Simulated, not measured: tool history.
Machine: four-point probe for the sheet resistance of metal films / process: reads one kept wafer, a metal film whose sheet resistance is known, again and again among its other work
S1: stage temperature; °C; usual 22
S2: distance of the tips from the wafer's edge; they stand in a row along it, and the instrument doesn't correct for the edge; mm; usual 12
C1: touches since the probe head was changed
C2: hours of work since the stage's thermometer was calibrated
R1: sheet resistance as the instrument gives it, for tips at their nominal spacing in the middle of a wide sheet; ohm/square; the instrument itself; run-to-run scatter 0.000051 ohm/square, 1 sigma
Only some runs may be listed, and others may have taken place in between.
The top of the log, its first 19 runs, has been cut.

run 20 hour=270.2 | S1=23 S2=6 | C1=10290 C2=1864 | R1=0.257372
run 21 hour=288.1 | S1=24 S2=74 | C1=10690 C2=1874 | R1=0.256329
run 22 hour=300.8 | S1=21 S2=57 | C1=10971 C2=1882 | R1=0.256439
run 23 hour=311 | S1=22 S2=3 | C1=11198 C2=1888 | R1=0.260165
run 24 hour=324 | S1=22 S2=11 | C1=11488 C2=1895 | R1=0.256606
run 25 hour=335 | S1=22 S2=11 | C1=11732 C2=1902 | R1=0.25664
run 26 hour=346.4 | S1=22 S2=11 | C1=11986 C2=1908 | R1=0.256762
run 27 hour=361 | S1=22 S2=11 | C1=12311 C2=1917 | R1=0.256718
run 28 hour=378.3 | S1=20 S2=12 | C1=12695 C2=1927 | R1=0.256718
run 29 hour=388.2 | S1=20 S2=5 | C1=12915 C2=1933 | R1=0.257754
run 30 hour=402.7 | S1=20 S2=5 | C1=13240 C2=1941 | R1=0.257689
run 31 hour=419.6 | S1=26 S2=3 | C1=13615 C2=1951 | R1=0.260175
run 32 hour=430 | S1=22 S2=5 | C1=13845 C2=1957 | R1=0.257685

5 ways to go on from here, each from the tool as it stands after run 32. What would each give?
run A hour=437.8 | S1=19 S2=3 | C1=14019 C2=1962 | R1=?
run B hour=437.8 | S1=28 S2=68 | C1=14019 C2=1962 | R1=?
run C hour=437.8 | S1=20 S2=12 | C1=14019 C2=1962 | R1=?
run D hour=437.8 | S1=33 S2=5 | C1=14019 C2=1962 | R1=?
run E hour=437.8 | S1=21 S2=11 | C1=14019 C2=1962 | R1=?

run=A R1=0.260074
run=B R1=0.256365
run=C R1=0.256575
run=D R1=0.25784
run=E R1=0.256614
The same runs, with their run-to-run variation unchanged, on a tool lacking any hidden condition would have given:
run=A R1=0.26009
run=B R1=0.25638
run=C R1=0.25659
run=D R1=0.257855
run=E R1=0.256629

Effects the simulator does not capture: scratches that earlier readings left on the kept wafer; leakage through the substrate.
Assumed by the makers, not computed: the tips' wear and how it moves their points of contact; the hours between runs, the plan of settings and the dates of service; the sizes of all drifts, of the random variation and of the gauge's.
